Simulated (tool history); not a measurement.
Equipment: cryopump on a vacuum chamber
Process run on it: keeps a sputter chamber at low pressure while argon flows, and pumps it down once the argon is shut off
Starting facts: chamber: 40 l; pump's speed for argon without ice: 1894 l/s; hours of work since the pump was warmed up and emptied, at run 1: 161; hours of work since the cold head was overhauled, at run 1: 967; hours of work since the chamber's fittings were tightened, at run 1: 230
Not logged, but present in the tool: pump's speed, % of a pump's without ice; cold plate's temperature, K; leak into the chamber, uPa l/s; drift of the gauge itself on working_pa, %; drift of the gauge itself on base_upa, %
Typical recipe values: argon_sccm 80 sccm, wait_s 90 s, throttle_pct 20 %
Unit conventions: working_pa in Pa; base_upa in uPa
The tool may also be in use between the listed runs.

run	hour	argon_sccm	wait_s	throttle_pct	hours of work since the pump was warmed up and emptied	hours of work since the cold head was overhauled	hours of work since the chamber's fittings were tightened	working_pa	base_upa
1	0	80	90	20	161	967	230	0.36	1.22
2	24.5	80	90	35	183	989	252	0.2099	1.22
3	61.7	80	90	35	215	1021	284	0.209	1.22
4	83.1	80	90	35	234	1040	303	0.2096	1.3
5	119.1	80	90	35	266	1072	335	0.2087	1.3
6	157.9	80	125	20	300	1105	369	0.3643	1.1
7	187.4	80	90	15	325	1131	394	0.4845	1.35
8	229.2	44	90	20	362	1168	431	0.2022	1.37
9	260.7	80	90	20	390	1196	459	0.367	1.46
10	302.3	80	90	20	426	1232	495	0.3677	1.45
11	335.9	80	90	20	456	1261	525	0.369	1.5
12	357.1	80	90	20	474	1280	543	0.3698	1.52
13	399.8	80	90	20	511	1317	580	0.3711	1.58
14	438.2	67	90	20	545	1351	614	0.3121	1.64
15	481.3	67	90	20	583	1389	652	0.3113	1.69
16	505	67	90	20	604	1409	673	0.3145	1.69
17	526.8	56	90	20	623	1429	692	0.2636	1.8
18	557.7	56	90	20	650	1456	719	0.2613	1.79
19	580.3	89	22	20	669	1475	738	0.4153	4.24
20	609.8	53	39	24	695	1501	764	0.2094	2.86
21	628.1	53	39	24	711	1517	780	0.2096	2.94
22	664.6	77	85	16	743	1549	812	0.4489	1.99
23	699.7	69	41	17	774	1580	843	0.3803	2.83
# hour 708: pump warmed up, emptied and cooled again
24	744.2	130	246	33	32	1614	878	0.3563	1.22
25	764	130	246	33	49	1632	895	0.3538	1.2

The next listed run, before its measurement:
26	794.8	47	90	23	76	1659	922	?	?

{"run 26": {"working_pa": 0.1861, "base_upa": 1.8}}
Take away the tool's hidden state, keep the run-to-run variation as it was, and the same run would have given working_pa 0.1841 Pa, base_upa 0.97 uPa.
